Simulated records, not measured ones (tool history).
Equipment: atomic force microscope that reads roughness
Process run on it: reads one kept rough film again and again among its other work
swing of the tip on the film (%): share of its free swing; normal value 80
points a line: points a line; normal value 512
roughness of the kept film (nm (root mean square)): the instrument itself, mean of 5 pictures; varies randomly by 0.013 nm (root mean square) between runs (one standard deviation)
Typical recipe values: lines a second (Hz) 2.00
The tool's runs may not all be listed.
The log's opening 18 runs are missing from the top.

| run | hour | lines a second (Hz) | swing of the tip on the film (%) | points a line | roughness of the kept film (nm (root mean square)) |
|---|---|---|---|---|---|
| 19 | 259.3 | 2.14 | 70 | 512 | 3.029 |
| 20 | 269.5 | 3.11 | 70 | 512 | 2.908 |
|  | 271.7 | height scale calibrated on a step standard |
| 21 | 289.4 | 1.35 | 79 | 422 | 2.991 |
| 22 | 297.8 | 1.35 | 79 | 422 | 2.961 |
| 23 | 306.3 | 1.69 | 67 | 361 | 3.065 |
| 24 | 324.2 | 1.69 | 81 | 804 | 2.824 |
| 25 | 337.0 | 1.69 | 85 | 428 | 2.766 |
|  | 348.1 | new tip fitted |
| 26 | 352.6 | 1.69 | 85 | 428 | 2.989 |
| 27 | 362.8 | 0.80 | 80 | 832 | 3.235 |
| 28 | 373.3 | 0.80 | 80 | 832 | 3.220 |
|  | 377.0 | height scale calibrated on a step standard, once more |
| 29 | 392.6 | 0.90 | 76 | 363 | 3.157 |
| 30 | 404.8 | 0.90 | 76 | 363 | 3.114 |

Forecast each of these 5 alternatives for the next run:
| A | 414.0 | 1.39 | 66 | 461 | ? |
| B | 414.0 | 0.61 | 88 | 363 | ? |
| C | 414.0 | 0.58 | 80 | 512 | ? |
| D | 414.0 | 1.29 | 59 | 441 | ? |
| E | 414.0 | 0.90 | 73 | 737 | ? |

| run | roughness of the kept film (nm (root mean square)) |
|---|---|
| A | 3.142 |
| B | 3.095 |
| C | 3.155 |
| D | 3.220 |
| E | 3.159 |
What these runs would have given with no unlogged condition in the tool:
| run | roughness of the kept film (nm (root mean square)) |
|---|---|
| A | 3.252 |
| B | 3.204 |
| C | 3.266 |
| D | 3.333 |
| E | 3.270 |
